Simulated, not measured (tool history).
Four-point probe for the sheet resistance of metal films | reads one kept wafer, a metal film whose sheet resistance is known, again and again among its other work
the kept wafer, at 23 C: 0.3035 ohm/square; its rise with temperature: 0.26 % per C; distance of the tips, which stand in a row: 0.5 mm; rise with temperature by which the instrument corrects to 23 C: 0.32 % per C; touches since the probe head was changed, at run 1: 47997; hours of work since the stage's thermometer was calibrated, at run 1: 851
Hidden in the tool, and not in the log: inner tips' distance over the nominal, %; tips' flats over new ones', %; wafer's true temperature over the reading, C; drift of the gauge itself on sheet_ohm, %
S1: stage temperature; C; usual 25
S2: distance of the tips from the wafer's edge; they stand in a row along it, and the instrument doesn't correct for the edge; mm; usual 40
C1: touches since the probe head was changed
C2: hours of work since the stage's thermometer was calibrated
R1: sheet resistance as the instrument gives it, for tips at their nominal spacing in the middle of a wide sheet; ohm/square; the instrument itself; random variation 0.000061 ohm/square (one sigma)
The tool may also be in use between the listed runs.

Run 1, hour 0.0: usual settings; C1 47997; C2 851. Result: R1 0.303269 ohm/square.
Run 2, hour 78.6: usual settings but S2 7 mm; C1 51965; C2 901. Result: R1 0.303938 ohm/square.
Run 3, hour 127.8: usual settings but S2 7 mm; C1 54452; C2 933. Result: R1 0.303965 ohm/square.
Run 4, hour 238.1: usual settings but S2 7 mm; C1 60021; C2 1003. Result: R1 0.304020 ohm/square.
Run 5, hour 336.5: usual settings but S2 21 mm; C1 64987; C2 1066. Result: R1 0.303266 ohm/square.
Run 6, hour 429.8: usual settings but S2 4 mm; C1 69700; C2 1126. Result: R1 0.305826 ohm/square.
Run 7, hour 531.4: usual settings; C1 74829; C2 1191. Result: R1 0.303264 ohm/square.
Run 8, hour 627.3: usual settings; C1 79672; C2 1252. Result: R1 0.303175 ohm/square.
Run 9, hour 696.1: usual settings; C1 83148; C2 1296. Result: R1 0.303135 ohm/square.
Run 10, hour 746.3: usual settings; C1 85684; C2 1328. Result: R1 0.303155 ohm/square.
Run 11, hour 828.8: usual settings; C1 89848; C2 1381. Result: R1 0.303329 ohm/square.
Run 12, hour 925.7: usual settings; C1 94743; C2 1443. Result: R1 0.303151 ohm/square.
Run 13, hour 1003.0: usual settings; C1 98643; C2 1492. Result: R1 0.303301 ohm/square.
Run 14, hour 1116.2: usual settings; C1 104361; C2 1564. Result: R1 0.303298 ohm/square.
Run 15, hour 1227.1: usual settings but S1 19 C, S2 9 mm; C1 109964; C2 1635. Result: R1 0.304554 ohm/square.
Run 16, hour 1321.5: usual settings but S1 34 C, S2 50 mm; C1 114729; C2 1696. Result: R1 0.301829 ohm/square.
Run 17, hour 1411.6: usual settings but S1 34 C, S2 50 mm; C1 119278; C2 1753. Result: R1 0.301768 ohm/square.
Run 18, hour 1527.7: usual settings but S1 34 C, S2 50 mm; C1 125141; C2 1827. Result: R1 0.301899 ohm/square.
Run 19, hour 1589.2: usual settings but S1 34 C, S2 50 mm; C1 128248; C2 1867. Result: R1 0.301950 ohm/square.
Run 20, hour 1694.7: usual settings but S1 34 C, S2 50 mm; C1 133573; C2 1934. Result: R1 0.301835 ohm/square.
At hour 1712.7: stage's thermometer calibrated.
Run 21, hour 1801.7: usual settings but S1 34 C, S2 50 mm; C1 138951; C2 57. Result: R1 0.302011 ohm/square.
Run 22, hour 1851.1: usual settings but S1 23 C, S2 3 mm; C1 141446; C2 88. Result: R1 0.307945 ohm/square.
Run 23, hour 1940.2: usual settings but S1 27 C, S2 4 mm; C1 145944; C2 145. Result: R1 0.305435 ohm/square.
Run 24, hour 2013.1: usual settings but S1 20 C, S2 24 mm; C1 149629; C2 192. Result: R1 0.304007 ohm/square.
Run 25, hour 2060.0: usual settings but S1 18 C, S2 12 mm; C1 151994; C2 222. Result: R1 0.304611 ohm/square.
Run 26, hour 2162.8: usual settings but S1 22 C, S2 11 mm; C1 157186; C2 288. Result: R1 0.303921 ohm/square.
At hour 2257.3: new probe head fitted.
Run 27, hour 2257.3: usual settings but S1 21 C, S2 52 mm; C1 0; C2 347. Result: R1 0.303691 ohm/square.
Run 28, hour 2370.7: usual settings but S1 21 C, S2 52 mm; C1 5727; C2 420. Result: R1 0.303793 ohm/square.

How the hidden state differs across the entries between the runs, from the last listed run before each to the first after it:
Between runs 20 and 21: stage's thermometer calibrated (hour 1712.7)
  no hidden state differs between the two runs
Between runs 26 and 27: new probe head fitted (hour 2257.3)
  inner tips' distance over the nominal, %: 0.009 -> 0; tips' flats over new ones', %: 1 -> 0

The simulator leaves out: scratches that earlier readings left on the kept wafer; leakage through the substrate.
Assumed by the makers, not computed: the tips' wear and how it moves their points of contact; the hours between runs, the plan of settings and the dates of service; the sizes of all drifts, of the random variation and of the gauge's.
